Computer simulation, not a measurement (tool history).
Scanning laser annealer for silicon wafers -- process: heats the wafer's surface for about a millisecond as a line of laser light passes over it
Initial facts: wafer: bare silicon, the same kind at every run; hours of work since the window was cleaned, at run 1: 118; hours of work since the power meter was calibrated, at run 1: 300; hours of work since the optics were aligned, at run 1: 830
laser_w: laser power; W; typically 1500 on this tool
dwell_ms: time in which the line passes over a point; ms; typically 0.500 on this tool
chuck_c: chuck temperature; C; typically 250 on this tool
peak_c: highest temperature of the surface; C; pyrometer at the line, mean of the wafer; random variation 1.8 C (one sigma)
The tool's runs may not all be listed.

run	hour	laser_w	dwell_ms	chuck_c	hours of work since the window was cleaned	hours of work since the power meter was calibrated	hours of work since the optics were aligned	peak_c
1	0.0	1500	0.500	250	118	300	830	983
2	42.8	1500	0.510	250	138	320	850	986
3	118.1	1500	0.550	250	173	355	884	1010
# hour 140.7: optics aligned, line set to its width
4	214.9	1500	0.550	250	216	397	34	1013
5	293.8	1500	0.550	260	253	434	71	1020
6	372.5	1500	0.500	250	289	471	108	973
7	445.0	1500	0.500	235	323	504	141	952
# hour 481.5: window over the wafer cleaned
8	531.0	1500	0.500	235	23	543	180	994
9	597.6	1500	0.500	235	54	574	211	988
10	647.1	1313	0.500	250	77	597	234	884
11	702.0	1313	0.500	250	102	623	260	879
12	792.1	1313	0.500	250	144	665	302	874
13	875.2	1500	0.500	250	183	703	340	986
14	945.7	1500	0.500	250	216	736	373	980
15	1034.8	1500	0.364	250	257	777	414	871
16	1092.3	1500	0.500	250	284	804	441	968
17	1133.8	1500	0.500	250	303	823	460	967
# hour 1210.6: window over the wafer cleaned
18	1221.7	1500	0.500	250	5	863	500	1013
19	1291.7	1500	0.500	250	38	896	533	1004
20	1356.5	1500	0.500	233	68	926	563	986
# hour 1367.3: laser's power meter calibrated
21	1411.6	1465	0.362	233	92	21	587	856
22	1505.0	1462	0.586	232	135	64	631	1007
23	1574.5	1639	0.563	222	168	96	663	1097
24	1667.9	1447	0.563	227	211	140	706	968
25	1742.5	1447	0.563	227	246	174	741	961
26	1818.7	1512	0.613	270	281	210	776	1075
27	1880.8	1512	0.613	270	310	239	805	1070
# hour 1926.2: laser's power meter calibrated, once more
28	1926.2	1512	0.613	270	330	0	825	1065
# hour 1949.6: window over the wafer cleaned
29	2020.3	1357	0.358	262	33	43	868	823
# hour 2074.9: optics aligned, line set to its width
30	2116.8	1528	0.567	229	75	85	19	1047
31	2179.4	1528	0.567	229	104	114	49	1042
32	2251.6	1500	0.536	212	138	148	82	983
33	2300.0	1500	0.486	258	160	170	105	987
34	2384.7	1500	0.486	258	200	210	144	983
35	2426.6	1500	0.486	258	219	229	163	977
36	2480.5	1287	0.390	220	244	254	188	753
37	2551.8	1287	0.390	220	277	287	221	750
38	2622.9	1330	0.479	250	310	320	255	856
39	2679.2	1624	0.500	250	337	347	281	1037

4 options for the next run, each taken on its own from the tool as it stands now. Forecast them:
# hour 2688.0: window over the wafer cleaned
A	2739.3	1599	0.500	250	24	374	308	?
# hour 2688.0: window over the wafer cleaned
B	2739.3	1467	0.500	250	24	374	308	?
# hour 2688.0: window over the wafer cleaned
C	2739.3	1570	0.500	239	24	374	308	?
# hour 2688.0: window over the wafer cleaned
D	2739.3	1633	0.589	259	24	374	308	?

run	peak_c
A	1073
B	984
C	1040
D	1172
With no hidden state in the tool, these same runs would have given:
run	peak_c
A	1079
B	990
C	1046
D	1179
